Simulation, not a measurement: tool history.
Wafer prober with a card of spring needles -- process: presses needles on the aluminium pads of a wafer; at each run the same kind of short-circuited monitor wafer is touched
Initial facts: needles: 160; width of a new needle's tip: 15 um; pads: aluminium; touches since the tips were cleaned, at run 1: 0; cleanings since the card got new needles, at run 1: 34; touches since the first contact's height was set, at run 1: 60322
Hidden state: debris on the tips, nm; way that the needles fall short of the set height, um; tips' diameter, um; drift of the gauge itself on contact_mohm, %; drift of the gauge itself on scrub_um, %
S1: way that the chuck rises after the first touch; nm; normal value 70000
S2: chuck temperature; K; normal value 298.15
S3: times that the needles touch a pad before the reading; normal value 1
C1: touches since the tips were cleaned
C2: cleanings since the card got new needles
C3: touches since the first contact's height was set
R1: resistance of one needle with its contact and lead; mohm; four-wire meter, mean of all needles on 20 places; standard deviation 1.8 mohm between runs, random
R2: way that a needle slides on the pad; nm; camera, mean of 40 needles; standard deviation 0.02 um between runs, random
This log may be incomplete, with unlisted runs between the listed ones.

run,hour,S1,S2,S3,C1,C2,C3,R1,R2
1,0,70000,298.15,1,0,34,60322,183,18910
# hour 11.6: tips cleaned on abrasive film
2,11.6,70000,298.15,2,0,35,63701,184,18920
3,18,70000,298.15,1,1888,35,65589,198,18870
# hour 23.6: tips cleaned on abrasive film
4,23.6,70000,298.15,1,0,36,67218,185,18870
5,29.9,70000,298.15,2,1855,36,69073,192,18870
# hour 33.2: height of the first contact set anew
# hour 36.2: tips cleaned on abrasive film
6,41.2,70000,298.15,2,1487,37,2336,189,18570
# hour 47.9: tips cleaned on abrasive film
7,52.8,70000,298.15,2,1444,38,5723,194,18580
# hour 59.6: tips cleaned on abrasive film
8,59.6,70000,298.15,1,0,39,7698,181,18540
9,67,70000,304.15,1,2174,39,9872,207,18540
# hour 72.1: tips cleaned on abrasive film
10,76.3,70000,304.15,1,1252,40,12600,196,18510
11,82.7,70000,304.15,1,3142,40,14490,209,18540
# hour 83.7: tips cleaned on abrasive film
12,88.6,70000,304.15,1,1430,41,16181,198,18460
# hour 96.1: tips cleaned on abrasive film
13,97.2,70000,304.15,1,327,42,18695,191,18510
# hour 99.6: height of the first contact set anew, once more
14,106,70000,304.15,1,2841,42,1903,206,19280
# hour 108.3: tips cleaned on abrasive film
15,114.6,70000,298.15,1,1871,43,4416,199,19250
16,119.6,70000,298.15,1,3347,43,5892,207,19270
# hour 120.5: tips cleaned on abrasive film
17,126.2,70000,298.15,1,1668,44,7791,197,19250
# hour 132.5: tips cleaned on abrasive film
18,134.4,70000,298.15,1,560,45,10183,190,19190
19,140.3,70000,298.15,1,2304,45,11927,206,19200
# hour 144.3: tips cleaned on abrasive film
20,148.8,53000,298.15,1,1342,46,14411,209,14500
# hour 156.5: tips cleaned on abrasive film
21,159.5,78000,377.15,3,865,47,17526,201,21390
# hour 168.3: tips cleaned on abrasive film
22,170.1,70000,303.15,2,542,48,20630,188,19170
23,175.8,61000,318.15,1,2230,48,22318,211,16640
# hour 180.2: tips cleaned on abrasive film
24,184.6,75000,334.15,1,1315,49,24887,201,20510
# hour 191.7: tips cleaned on abrasive film
25,193.1,75000,334.15,1,393,50,27348,195,20470
26,200,75000,334.15,1,2448,50,29403,207,20470
# hour 203.8: tips cleaned on abrasive film
27,209.1,70000,311.15,1,1556,51,32035,200,19090
# hour 216.2: tips cleaned on abrasive film
28,219.9,70000,311.15,1,1103,52,35211,200,19060
# hour 228.3: tips cleaned on abrasive film
29,229,84000,362.15,1,218,53,37861,196,22890
30,237.8,84000,362.15,1,2800,53,40443,208,22880
# hour 240.4: tips cleaned on abrasive film
31,247.9,80000,362.15,3,2207,54,43405,202,21730
# hour 252.7: tips cleaned on abrasive film
32,257.3,80000,362.15,3,1348,55,46149,200,21730
# hour 264.6: tips cleaned on abrasive film
33,265.3,74000,322.15,1,221,56,48484,190,20060
34,272.2,73000,335.15,2,2240,56,50503,198,19800

Below are 3 alternative next runs, each starting from the tool's condition after run 34. Predict each:
# hour 276.8: tips cleaned on abrasive film
A,278.5,59000,298.15,1,501,57,52339,?,?
# hour 276.8: tips cleaned on abrasive film
B,278.5,55000,335.15,2,501,57,52339,?,?
# hour 276.8: tips cleaned on abrasive film
C,278.5,72000,298.15,2,501,57,52339,?,?

run,R1,R2
A,198,15920
B,204,14820
C,186,19520
Without the tool's unlogged condition, the same runs would have read:
run,R1,R2
A,186,16230
B,195,15130
C,180,19830

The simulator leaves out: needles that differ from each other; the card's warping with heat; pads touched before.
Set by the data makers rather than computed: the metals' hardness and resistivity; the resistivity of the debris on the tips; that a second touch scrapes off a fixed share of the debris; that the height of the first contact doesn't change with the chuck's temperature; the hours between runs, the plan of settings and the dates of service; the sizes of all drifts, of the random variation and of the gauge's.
